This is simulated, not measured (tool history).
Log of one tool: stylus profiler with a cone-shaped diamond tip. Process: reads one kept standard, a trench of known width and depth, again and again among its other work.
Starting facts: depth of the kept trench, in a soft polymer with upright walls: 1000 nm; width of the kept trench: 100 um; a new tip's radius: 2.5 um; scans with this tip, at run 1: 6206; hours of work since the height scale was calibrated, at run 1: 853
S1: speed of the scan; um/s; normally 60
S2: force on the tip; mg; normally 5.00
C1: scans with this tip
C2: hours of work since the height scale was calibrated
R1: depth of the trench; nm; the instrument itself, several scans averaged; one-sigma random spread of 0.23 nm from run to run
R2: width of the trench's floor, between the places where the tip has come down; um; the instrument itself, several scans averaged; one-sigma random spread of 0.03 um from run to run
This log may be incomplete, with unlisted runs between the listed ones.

| run | hour | S1 | S2 | C1 | C2 | R1 | R2 |
|---|---|---|---|---|---|---|---|
| 1 | 0.0 | 60 | 5.00 | 6206 | 853 | 1010.67 | 94.26 |
| 2 | 69.5 | 36 | 5.00 | 6447 | 886 | 1010.60 | 94.29 |
| 3 | 152.5 | 36 | 5.00 | 6736 | 926 | 1010.37 | 94.25 |
| 4 | 208.9 | 60 | 5.00 | 6932 | 953 | 1010.33 | 94.10 |
| 5 | 271.6 | 60 | 5.00 | 7150 | 983 | 1010.04 | 94.07 |
| 6 | 351.9 | 60 | 3.47 | 7429 | 1021 | 1006.94 | 94.00 |
| 7 | 424.4 | 60 | 5.56 | 7682 | 1056 | 1011.29 | 94.01 |
| 8 | 538.8 | 60 | 5.56 | 8079 | 1111 | 1010.69 | 93.90 |
|  | 550.0 | height scale calibrated on a step standard |
| 9 | 619.5 | 60 | 5.56 | 8358 | 33 | 1008.57 | 93.86 |
| 10 | 682.3 | 205 | 1.73 | 8577 | 63 | 1000.98 | 92.72 |
|  | 727.2 | height scale calibrated on a step standard, once more |
| 11 | 797.5 | 205 | 1.73 | 8975 | 34 | 1007.06 | 92.71 |
| 12 | 862.8 | 205 | 1.73 | 9202 | 65 | 1006.84 | 92.67 |
| 13 | 923.9 | 205 | 1.73 | 9415 | 94 | 1006.58 | 92.66 |
| 14 | 1003.6 | 205 | 1.73 | 9692 | 132 | 1006.13 | 92.56 |
| 15 | 1061.4 | 205 | 1.73 | 9893 | 160 | 1006.50 | 92.58 |
| 16 | 1169.3 | 205 | 1.73 | 10268 | 211 | 1005.88 | 92.45 |
| 17 | 1247.6 | 81 | 2.38 | 10540 | 249 | 1007.69 | 93.24 |
| 18 | 1364.8 | 67 | 12.13 | 10948 | 305 | 1024.10 | 93.40 |

4 ways to go on from here, each from the tool as it stands after run 18. What would each give?
| A | 1460.0 | 67 | 1.76 | 11279 | 350 | ? | ? |
| B | 1460.0 | 21 | 8.74 | 11279 | 350 | ? | ? |
| C | 1460.0 | 23 | 11.19 | 11279 | 350 | ? | ? |
| D | 1460.0 | 30 | 8.58 | 11279 | 350 | ? | ? |

| run | R1 | R2 |
|---|---|---|
| A | 1005.65 | 93.12 |
| B | 1019.09 | 93.48 |
| C | 1022.61 | 93.47 |
| D | 1019.12 | 93.41 |
What these runs would have given with no unlogged condition in the tool:
| run | R1 | R2 |
|---|---|---|
| A | 1006.73 | 95.59 |
| B | 1020.18 | 95.94 |
| C | 1023.70 | 95.94 |
| D | 1020.21 | 95.88 |
